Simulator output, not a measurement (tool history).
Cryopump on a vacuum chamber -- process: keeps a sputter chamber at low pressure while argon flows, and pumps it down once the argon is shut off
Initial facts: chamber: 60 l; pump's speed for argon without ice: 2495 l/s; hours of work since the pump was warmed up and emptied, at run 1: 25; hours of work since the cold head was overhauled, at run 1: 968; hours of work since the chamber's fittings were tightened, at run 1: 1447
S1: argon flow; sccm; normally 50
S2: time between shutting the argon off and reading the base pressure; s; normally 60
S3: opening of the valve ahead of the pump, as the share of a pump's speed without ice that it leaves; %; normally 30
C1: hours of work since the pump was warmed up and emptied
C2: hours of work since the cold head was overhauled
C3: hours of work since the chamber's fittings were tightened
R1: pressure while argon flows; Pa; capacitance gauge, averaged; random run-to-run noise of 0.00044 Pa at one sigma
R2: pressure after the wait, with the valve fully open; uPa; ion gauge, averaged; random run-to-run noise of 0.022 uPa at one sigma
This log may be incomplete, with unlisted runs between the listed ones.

run,hour,S1,S2,S3,C1,C2,C3,R1,R2
1,0,50,60,30,25,968,1447,0.1139,0.82
2,75.8,50,60,30,77,1020,1498,0.1141,0.83
3,158,50,60,30,133,1076,1554,0.1144,0.85
4,280,50,60,27,216,1159,1637,0.1277,0.87
5,397.5,50,60,27,296,1239,1718,0.1297,0.9
6,509,50,60,27,372,1315,1793,0.1304,0.93
# hour 604: pump warmed up, emptied and cooled again
7,617.9,50,60,30,9,1386,1864,0.1144,0.9
8,679.4,50,60,30,51,1428,1906,0.1145,0.87
9,784.6,50,60,30,123,1500,1978,0.1154,0.87
10,850.1,50,60,30,168,1544,2023,0.1157,0.94
11,917.8,50,60,30,214,1590,2069,0.1158,0.93
12,1026.5,50,60,30,288,1664,2143,0.1167,0.99
13,1110.9,50,60,30,345,1722,2200,0.1175,0.97
14,1175.7,67,24,40,390,1766,2244,0.1216,1.65
# hour 1247.7: pump warmed up, emptied and cooled again
15,1247.9,69,24,30,0,1812,2290,0.1574,1.58
16,1332,68,149,55,57,1869,2348,0.0858,0.71
17,1437.4,68,149,55,129,1941,2419,0.087,0.78
18,1541.8,48,58,24,200,2012,2491,0.1386,1.03
19,1648.9,90,60,42,273,2085,2563,0.1517,1.07
20,1744.4,39,47,30,339,2150,2629,0.0921,1.21
21,1802.6,39,47,30,378,2190,2668,0.0929,1.24
# hour 1891: pump warmed up, emptied and cooled again
22,1929,35,47,36,26,2273,2751,0.0669,1.12
23,2041.2,60,43,42,102,2349,2827,0.0995,1.26
24,2102.3,60,26,25,144,2391,2869,0.1654,1.67
25,2154.6,46,209,50,180,2426,2905,0.0649,0.81

How would selected steps in R1 from run to run divide? Give the signed amount a tool lacking its hidden state would still show from settings, what came in and random variation, and the signed amount left for the hidden state, including any gauge scatter that is not in both of the compared results.
Unlogged tool condition in this case: pump's speed, % of a pump's without ice; cold plate's temperature, K; leak into the chamber, uPa l/s; drift of the gauge itself on working_pa, %; drift of the gauge itself on base_upa, %.
Run 14 -> 15: S1 67 -> 69, S3 40 -> 30, pump warmed up, emptied and cooled again. R1 +0.0358 Pa: hidden state -0.006, all else +0.0418.
Run 15 -> 16: S1 69 -> 68, S2 24 -> 149, S3 30 -> 55. R1 -0.0716 Pa: hidden state +0.0008, all else -0.0724.
Run 18 -> 19: S1 48 -> 90, S2 58 -> 60, S3 24 -> 42. R1 +0.0131 Pa: hidden state +0.0043, all else +0.0088.
Run 24 -> 25: S1 60 -> 46, S2 26 -> 209, S3 25 -> 50. R1 -0.1005 Pa: hidden state -0.0005, all else -0.1.

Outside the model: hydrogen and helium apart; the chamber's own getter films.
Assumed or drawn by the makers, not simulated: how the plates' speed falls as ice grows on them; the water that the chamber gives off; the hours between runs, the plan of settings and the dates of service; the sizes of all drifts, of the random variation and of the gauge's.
